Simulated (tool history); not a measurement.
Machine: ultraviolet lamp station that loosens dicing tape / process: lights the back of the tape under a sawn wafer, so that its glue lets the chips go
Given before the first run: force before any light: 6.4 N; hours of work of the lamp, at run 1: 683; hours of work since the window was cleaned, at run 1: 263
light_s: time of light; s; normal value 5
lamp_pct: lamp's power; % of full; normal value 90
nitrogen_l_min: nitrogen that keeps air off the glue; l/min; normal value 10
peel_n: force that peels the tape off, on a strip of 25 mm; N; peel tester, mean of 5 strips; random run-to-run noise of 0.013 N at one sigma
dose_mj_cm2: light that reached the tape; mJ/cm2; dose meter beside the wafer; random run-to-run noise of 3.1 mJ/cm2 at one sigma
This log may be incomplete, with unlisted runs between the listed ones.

run   hour  light_s  lamp_pct  nitrogen_l_min  hours of work of the lamp  hours of work since the window was cleaned  peel_n  dose_mj_cm2
  1      0        5        90              10                        683                                         263   1.063          352
  2   20.1        5        90              10                        695                                         274   1.099          341
  3     49        8        90              10                        711                                         291   0.454          547
  4   71.2        8        90              10                        724                                         304    0.46          543
  5  100.6        5        90              10                        741                                         320   1.137          335
  6  131.4        5        90              10                        758                                         338   1.186          330
  7  144.1        5        90              10                        766                                         345   1.227          328
  8  171.6        5        90              10                        781                                         361   1.165          326
  9  196.6       10        90              10                        796                                         375   0.329          646
 10  219.2        5        90              10                        809                                         388   1.268          319
 11  245.2        8        90              10                        824                                         403   0.524          502
 12  257.9        8        90              10                        831                                         410   0.543          501
 13  285.2        8        90              10                        846                                         426   0.578          489
     287.5  -- window cleaned of glue's vapour
 14  305.1        8        90              10                        858                                          10   0.391          600
 15  328.6        3        83               5                        871                                          24   2.703          207
 16  355.4        4        83              16                        886                                          39   1.338          267
 17  371.5        4        83              16                        896                                          48   1.346          269
 18  395.6        4        83              16                        909                                          62   1.365          265
 19  412.8       10        99              17                        919                                          72   0.174          782
 20  429.2        5        96               6                        929                                          81   1.306          372
 21  450.3        5        72               3                        941                                          93   2.433          281
 22  472.4        5        81               3                        953                                         106   2.182          314
 23  493.6        3        89              18                        965                                         118   1.814          204
 24  511.9        3        89              18                        976                                         128   1.942          203
 25  535.3        9        76              10                        989                                         142   0.537          507
 26  560.8        9        65               4                       1004                                         156   1.284          436
 27  585.4        3        73               7                       1018                                         170   3.038          159

Hidden state at the last listed run before each entry between runs and at the first one after, where it differs:
In the gap between runs 13 and 14: window cleaned of glue's vapour (hour 287.5)
  lamp's light, % of a new lamp's: 78.3 -> 78; light that the window lets through, % of a clean one's: 81.6 -> 99.5
  what was measured, less what the result would be without the hidden state, peel_n: +0.35 -> +0.157 N; dose_mj_cm2: -277 -> -173 mJ/cm2
